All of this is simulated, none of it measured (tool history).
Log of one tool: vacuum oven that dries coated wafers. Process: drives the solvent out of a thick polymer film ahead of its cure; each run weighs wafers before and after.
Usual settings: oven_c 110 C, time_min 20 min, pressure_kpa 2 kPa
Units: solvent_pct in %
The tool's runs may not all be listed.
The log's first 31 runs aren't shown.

run	hour	oven_c	time_min	pressure_kpa	solvent_pct
32	719.2	110	23	2	1
33	739	123	31	3.61	0.74
34	756.4	110	13	4.28	3.1
35	772.5	124	25	3.46	0.61
36	803.1	123	17	3.46	0.75
37	830	123	17	3.46	0.8
38	844.2	110	15	1.23	1.91
39	875.5	110	14	1.23	2.07
# hour 892.6: oven's thermocouples calibrated
40	902.8	110	14	1.23	2.74
41	919.6	110	14	1.23	2.64
42	940.6	98	18	4.44	5.65
43	968.6	104	23	6.84	3.58
44	1001.5	103	20	2	2.82
45	1015.9	103	13	1.52	5.09
46	1050.5	110	20	6.2	2.5

Forecast each of these 4 alternatives for the next run:
A	1082.3	103	20	2	?
B	1082.3	104	10	5.33	?
C	1082.3	103	29	1.69	?
D	1082.3	114	14	2	?

run	solvent_pct
A	2.84
B	7.32
C	1.45
D	1.96
Without the tool's hidden state the same runs would have given:
run	solvent_pct
A	2.71
B	7.26
C	1.28
D	1.87
